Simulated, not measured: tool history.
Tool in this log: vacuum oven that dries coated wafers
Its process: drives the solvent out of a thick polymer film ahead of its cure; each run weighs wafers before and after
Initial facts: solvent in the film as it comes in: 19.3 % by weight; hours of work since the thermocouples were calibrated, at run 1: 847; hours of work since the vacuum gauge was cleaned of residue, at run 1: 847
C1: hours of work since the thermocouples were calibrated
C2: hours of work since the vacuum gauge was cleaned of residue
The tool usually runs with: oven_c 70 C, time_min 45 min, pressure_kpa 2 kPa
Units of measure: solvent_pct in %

{"run": 1, "hour": 0.0, "oven_c": 70, "time_min": 45, "pressure_kpa": 2, "C1": 847, "C2": 847, "solvent_pct": 2.17}
{"run": 2, "hour": 78.7, "oven_c": 70, "time_min": 43, "pressure_kpa": 2, "C1": 909, "C2": 909, "solvent_pct": 2.32}
{"run": 3, "hour": 160.1, "oven_c": 70, "time_min": 43, "pressure_kpa": 2, "C1": 973, "C2": 973, "solvent_pct": 2.3}
{"run": 4, "hour": 257.3, "oven_c": 70, "time_min": 43, "pressure_kpa": 2, "C1": 1050, "C2": 1050, "solvent_pct": 2.37}
{"hour": 274.1, "done": "oven's thermocouples calibrated"}
{"run": 5, "hour": 326.9, "oven_c": 70, "time_min": 43, "pressure_kpa": 2, "C1": 42, "C2": 1103, "solvent_pct": 2.5}
{"run": 6, "hour": 421.7, "oven_c": 70, "time_min": 45, "pressure_kpa": 2, "C1": 116, "C2": 1177, "solvent_pct": 2.42}
{"run": 7, "hour": 510.5, "oven_c": 70, "time_min": 45, "pressure_kpa": 2, "C1": 186, "C2": 1247, "solvent_pct": 2.45}
{"hour": 580.2, "done": "oven's thermocouples calibrated, once more"}
{"run": 8, "hour": 601.9, "oven_c": 70, "time_min": 45, "pressure_kpa": 2, "C1": 17, "C2": 1317, "solvent_pct": 2.06}
{"run": 9, "hour": 705.8, "oven_c": 70, "time_min": 45, "pressure_kpa": 2, "C1": 99, "C2": 1399, "solvent_pct": 2.03}
{"run": 10, "hour": 798.1, "oven_c": 70, "time_min": 45, "pressure_kpa": 1.55, "C1": 171, "C2": 1472, "solvent_pct": 1.9}
{"run": 11, "hour": 856.0, "oven_c": 70, "time_min": 50, "pressure_kpa": 1.55, "C1": 217, "C2": 1517, "solvent_pct": 1.58}
{"run": 12, "hour": 970.1, "oven_c": 70, "time_min": 45, "pressure_kpa": 5.98, "C1": 306, "C2": 1607, "solvent_pct": 4.08}
{"run": 13, "hour": 1087.6, "oven_c": 70, "time_min": 45, "pressure_kpa": 5.98, "C1": 399, "C2": 1699, "solvent_pct": 4.1}
{"run": 14, "hour": 1163.9, "oven_c": 70, "time_min": 45, "pressure_kpa": 5.98, "C1": 459, "C2": 1759, "solvent_pct": 4.23}
{"run": 15, "hour": 1245.1, "oven_c": 70, "time_min": 45, "pressure_kpa": 5.98, "C1": 523, "C2": 1823, "solvent_pct": 4.19}
{"run": 16, "hour": 1357.9, "oven_c": 70, "time_min": 45, "pressure_kpa": 5.98, "C1": 611, "C2": 1912, "solvent_pct": 4.19}
{"run": 17, "hour": 1471.9, "oven_c": 70, "time_min": 45, "pressure_kpa": 5.98, "C1": 701, "C2": 2001, "solvent_pct": 4.24}
{"run": 18, "hour": 1581.4, "oven_c": 70, "time_min": 45, "pressure_kpa": 5.98, "C1": 787, "C2": 2087, "solvent_pct": 4.22}
{"run": 19, "hour": 1636.1, "oven_c": 70, "time_min": 45, "pressure_kpa": 5.98, "C1": 830, "C2": 2130, "solvent_pct": 4.18}
{"run": 20, "hour": 1709.4, "oven_c": 70, "time_min": 45, "pressure_kpa": 5.87, "C1": 888, "C2": 2188, "solvent_pct": 4.16}
{"run": 21, "hour": 1784.0, "oven_c": 66, "time_min": 45, "pressure_kpa": 2, "C1": 946, "C2": 2247, "solvent_pct": 3.15}
{"run": 22, "hour": 1884.5, "oven_c": 70, "time_min": 45, "pressure_kpa": 2, "C1": 1025, "C2": 2326, "solvent_pct": 2.44}
{"hour": 1935.2, "done": "oven's thermocouples calibrated"}
{"run": 23, "hour": 1943.0, "oven_c": 70, "time_min": 45, "pressure_kpa": 1.33, "C1": 6, "C2": 2370, "solvent_pct": 1.95}
{"run": 24, "hour": 2061.2, "oven_c": 64, "time_min": 45, "pressure_kpa": 1.33, "C1": 99, "C2": 2463, "solvent_pct": 3.13}
{"run": 25, "hour": 2134.8, "oven_c": 58, "time_min": 42, "pressure_kpa": 1.79, "C1": 157, "C2": 2521, "solvent_pct": 5.36}
{"run": 26, "hour": 2220.1, "oven_c": 70, "time_min": 34, "pressure_kpa": 3.06, "C1": 224, "C2": 2588, "solvent_pct": 3.53}
{"run": 27, "hour": 2341.2, "oven_c": 70, "time_min": 34, "pressure_kpa": 3.06, "C1": 319, "C2": 2683, "solvent_pct": 3.71}
{"hour": 2350.7, "done": "vacuum gauge cleaned of residue and calibrated"}
{"run": 28, "hour": 2391.9, "oven_c": 70, "time_min": 70, "pressure_kpa": 2.5, "C1": 358, "C2": 32, "solvent_pct": 1.35}
{"run": 29, "hour": 2475.8, "oven_c": 70, "time_min": 70, "pressure_kpa": 2.5, "C1": 424, "C2": 98, "solvent_pct": 1.47}
{"run": 30, "hour": 2593.9, "oven_c": 70, "time_min": 70, "pressure_kpa": 2.5, "C1": 517, "C2": 191, "solvent_pct": 1.47}
{"run": 31, "hour": 2704.0, "oven_c": 78, "time_min": 45, "pressure_kpa": 3.62, "C1": 603, "C2": 278, "solvent_pct": 1.63}
{"run": 32, "hour": 2777.7, "oven_c": 72, "time_min": 25, "pressure_kpa": 1.41, "C1": 661, "C2": 336, "solvent_pct": 3.38}
{"run": 33, "hour": 2827.8, "oven_c": 72, "time_min": 25, "pressure_kpa": 1.41, "C1": 700, "C2": 375, "solvent_pct": 3.44}
{"run": 34, "hour": 2914.2, "oven_c": 72, "time_min": 25, "pressure_kpa": 1.41, "C1": 768, "C2": 443, "solvent_pct": 3.4}
{"run": 35, "hour": 3001.5, "oven_c": 72, "time_min": 25, "pressure_kpa": 1.41, "C1": 837, "C2": 512, "solvent_pct": 3.47}
{"run": 36, "hour": 3103.9, "oven_c": 70, "time_min": 45, "pressure_kpa": 4.94, "C1": 917, "C2": 592, "solvent_pct": 3.42}

For run 37, what comes out?
{"run": 37, "hour": 3212.2, "oven_c": 74, "time_min": 45, "pressure_kpa": 2, "C1": 1003, "C2": 677, "solvent_pct": "?"}

{"run 37": {"solvent_pct": 1.55}}
If the tool had no hidden condition, the same run with the same run-to-run variation would have returned solvent_pct 1.35 %.

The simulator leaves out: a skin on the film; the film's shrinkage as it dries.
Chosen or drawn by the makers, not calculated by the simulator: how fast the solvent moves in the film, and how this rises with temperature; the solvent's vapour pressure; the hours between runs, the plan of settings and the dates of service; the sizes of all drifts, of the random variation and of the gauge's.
